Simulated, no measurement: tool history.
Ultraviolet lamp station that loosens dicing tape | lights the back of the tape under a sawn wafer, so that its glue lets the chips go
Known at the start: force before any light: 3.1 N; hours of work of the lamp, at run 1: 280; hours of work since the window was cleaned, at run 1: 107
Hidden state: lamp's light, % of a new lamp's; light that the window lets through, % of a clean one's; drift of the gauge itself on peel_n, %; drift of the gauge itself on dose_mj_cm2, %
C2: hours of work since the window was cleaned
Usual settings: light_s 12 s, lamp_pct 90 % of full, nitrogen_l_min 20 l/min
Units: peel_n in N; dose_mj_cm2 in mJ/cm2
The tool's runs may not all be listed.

Run 1, hour 0: usual settings; hours of work of the lamp 280; C2 107. Result: peel_n 0.344 N, dose_mj_cm2 288 mJ/cm2.
Run 2, hour 26.4: usual settings; hours of work of the lamp 295; C2 122. Result: peel_n 0.36 N, dose_mj_cm2 289 mJ/cm2.
Run 3, hour 48.7: usual settings but lamp_pct 93 % of full; hours of work of the lamp 308; C2 134. Result: peel_n 0.333 N, dose_mj_cm2 288 mJ/cm2.
Run 4, hour 81.2: usual settings but lamp_pct 93 % of full; hours of work of the lamp 326; C2 153. Result: peel_n 0.345 N, dose_mj_cm2 287 mJ/cm2.
Run 5, hour 109.8: usual settings; hours of work of the lamp 342; C2 169. Result: peel_n 0.367 N, dose_mj_cm2 278 mJ/cm2.
Run 6, hour 141.6: usual settings; hours of work of the lamp 360; C2 187. Result: peel_n 0.37 N, dose_mj_cm2 275 mJ/cm2.
Run 7, hour 166.9: usual settings but nitrogen_l_min 33 l/min; hours of work of the lamp 374; C2 201. Result: peel_n 0.342 N, dose_mj_cm2 270 mJ/cm2.
Run 8, hour 192.7: usual settings; hours of work of the lamp 389; C2 216. Result: peel_n 0.379 N, dose_mj_cm2 274 mJ/cm2.
Run 9, hour 221.8: usual settings; hours of work of the lamp 405; C2 232. Result: peel_n 0.368 N, dose_mj_cm2 265 mJ/cm2.
Run 10, hour 249.8: usual settings but nitrogen_l_min 6 l/min; hours of work of the lamp 421; C2 248. Result: peel_n 0.576 N, dose_mj_cm2 267 mJ/cm2.
Run 11, hour 278.1: usual settings but nitrogen_l_min 6 l/min; hours of work of the lamp 437; C2 264. Result: peel_n 0.603 N, dose_mj_cm2 267 mJ/cm2.
Run 12, hour 304: usual settings but nitrogen_l_min 6 l/min; hours of work of the lamp 452; C2 278. Result: peel_n 0.591 N, dose_mj_cm2 260 mJ/cm2.
At hour 306.3: window cleaned of glue's vapour.
Run 13, hour 334.9: usual settings but light_s 7 s, nitrogen_l_min 14 l/min; hours of work of the lamp 469; C2 16. Result: peel_n 0.907 N, dose_mj_cm2 146 mJ/cm2.
Run 14, hour 349.4: usual settings but light_s 6 s, nitrogen_l_min 24 l/min; hours of work of the lamp 477; C2 24. Result: peel_n 0.957 N, dose_mj_cm2 128 mJ/cm2.
At hour 374: window cleaned of glue's vapour, once more.
Run 15, hour 382.3: usual settings but light_s 10 s, lamp_pct 80 % of full, nitrogen_l_min 21 l/min; hours of work of the lamp 495; C2 5. Result: peel_n 0.521 N, dose_mj_cm2 211 mJ/cm2.
Run 16, hour 400.1: usual settings but light_s 15 s, lamp_pct 75 % of full, nitrogen_l_min 21 l/min; hours of work of the lamp 506; C2 15. Result: peel_n 0.329 N, dose_mj_cm2 294 mJ/cm2.
Run 17, hour 415: usual settings but light_s 24 s, lamp_pct 83 % of full, nitrogen_l_min 30 l/min; hours of work of the lamp 514; C2 23. Result: peel_n 0.218 N, dose_mj_cm2 537 mJ/cm2.
Run 18, hour 429.8: usual settings but light_s 24 s, lamp_pct 83 % of full, nitrogen_l_min 30 l/min; hours of work of the lamp 522; C2 32. Result: peel_n 0.224 N, dose_mj_cm2 525 mJ/cm2.
Run 19, hour 457.6: usual settings but lamp_pct 72 % of full, nitrogen_l_min 33 l/min; hours of work of the lamp 538; C2 47. Result: peel_n 0.43 N, dose_mj_cm2 220 mJ/cm2.
Run 20, hour 486.6: usual settings but light_s 9 s, lamp_pct 76 % of full, nitrogen_l_min 23 l/min; hours of work of the lamp 554; C2 64. Result: peel_n 0.637 N, dose_mj_cm2 175 mJ/cm2.
Run 21, hour 503.4: usual settings but light_s 20 s, lamp_pct 79 % of full, nitrogen_l_min 32 l/min; hours of work of the lamp 564; C2 73. Result: peel_n 0.239 N, dose_mj_cm2 410 mJ/cm2.
Run 22, hour 519.5: usual settings but light_s 18 s, lamp_pct 81 % of full, nitrogen_l_min 32 l/min; hours of work of the lamp 573; C2 82. Result: peel_n 0.249 N, dose_mj_cm2 374 mJ/cm2.
Run 23, hour 537.8: usual settings but light_s 18 s, lamp_pct 81 % of full, nitrogen_l_min 6 l/min; hours of work of the lamp 583; C2 93. Result: peel_n 0.384 N, dose_mj_cm2 374 mJ/cm2.

4 ways to go on from here, each from the tool as it stands after run 23. What would each give?
Run A, hour 562.8: usual settings but light_s 18 s, lamp_pct 93 % of full, nitrogen_l_min 6 l/min; hours of work of the lamp 597; C2 107. Result: peel_n ?, dose_mj_cm2 ?.
Run B, hour 562.8: usual settings but light_s 18 s, lamp_pct 81 % of full, nitrogen_l_min 11 l/min; hours of work of the lamp 597; C2 107. Result: peel_n ?, dose_mj_cm2 ?.
Run C, hour 562.8: usual settings but light_s 9 s, nitrogen_l_min 12 l/min; hours of work of the lamp 597; C2 107. Result: peel_n ?, dose_mj_cm2 ?.
Run D, hour 562.8: usual settings but light_s 13 s, lamp_pct 100 % of full, nitrogen_l_min 9 l/min; hours of work of the lamp 597; C2 107. Result: peel_n ?, dose_mj_cm2 ?.

run  peel_n  dose_mj_cm2
  A   0.308          422
  B   0.321          370
  C   0.664          205
  D   0.378          333
Without the tool's hidden state the same runs would have given:
run  peel_n  dose_mj_cm2
  A   0.271          477
  B   0.286          418
  C   0.566          232
  D   0.326          375
